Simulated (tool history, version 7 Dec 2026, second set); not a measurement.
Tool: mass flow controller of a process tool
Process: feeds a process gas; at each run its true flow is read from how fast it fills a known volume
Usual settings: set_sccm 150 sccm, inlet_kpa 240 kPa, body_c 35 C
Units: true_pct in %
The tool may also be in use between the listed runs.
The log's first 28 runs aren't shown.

| run | day | set_sccm | inlet_kpa | body_c | hours of work since the controller was set to zero | hours of work since the controller was changed | true_pct |
|---|---|---|---|---|---|---|---|
| 29 | 423.267 | 169 | 193 | 36 | 2364 | 11601 | 100.74 |
| 30 | 432.029 | 169 | 193 | 36 | 2471 | 11708 | 100.78 |
| 31 | 452.575 | 150 | 203 | 37 | 2722 | 11959 | 101.28 |
| 32 | 464.271 | 141 | 203 | 27 | 2865 | 12102 | 100.65 |
| 33 | 479.958 | 150 | 213 | 24 | 3057 | 12294 | 100.19 |
| 34 | 496.846 | 500 | 165 | 24 | 3264 | 12501 | 99.17 |
| 35 | 516.638 | 500 | 165 | 24 | 3506 | 12743 | 99.2 |
| 36 | 529.704 | 320 | 193 | 27 | 3666 | 12903 | 99.44 |
| 37 | 543.708 | 149 | 201 | 26 | 3837 | 13074 | 101.03 |
| 38 | 559.108 | 150 | 240 | 30 | 4025 | 13262 | 101.5 |
| 39 | 575.342 | 106 | 240 | 26 | 4224 | 13461 | 102.88 |
| 40 | 593.017 | 217 | 162 | 24 | 4440 | 13677 | 100.6 |
|  | 607.288 | controller's zero set anew |
| 41 | 611.121 | 217 | 183 | 39 | 47 | 13898 | 98.74 |
| 42 | 620.212 | 150 | 225 | 35 | 158 | 14010 | 97.94 |

Forecast each of these 5 alternatives for the next run:
| A | 631.729 | 152 | 225 | 23 | 299 | 14150 | ? |
| B | 631.729 | 145 | 225 | 35 | 299 | 14150 | ? |
| C | 631.729 | 448 | 141 | 35 | 299 | 14150 | ? |
| D | 631.729 | 150 | 225 | 38 | 299 | 14150 | ? |
| E | 631.729 | 188 | 142 | 40 | 299 | 14150 | ? |

| run | true_pct |
|---|---|
| A | 96.64 |
| B | 98.08 |
| C | 99.13 |
| D | 98.41 |
| E | 99.18 |
Without the tool's hidden state the same runs would have given:
| run | true_pct |
|---|---|
| A | 98.65 |
| B | 100.08 |
| C | 101.35 |
| D | 100.42 |
| E | 101.26 |
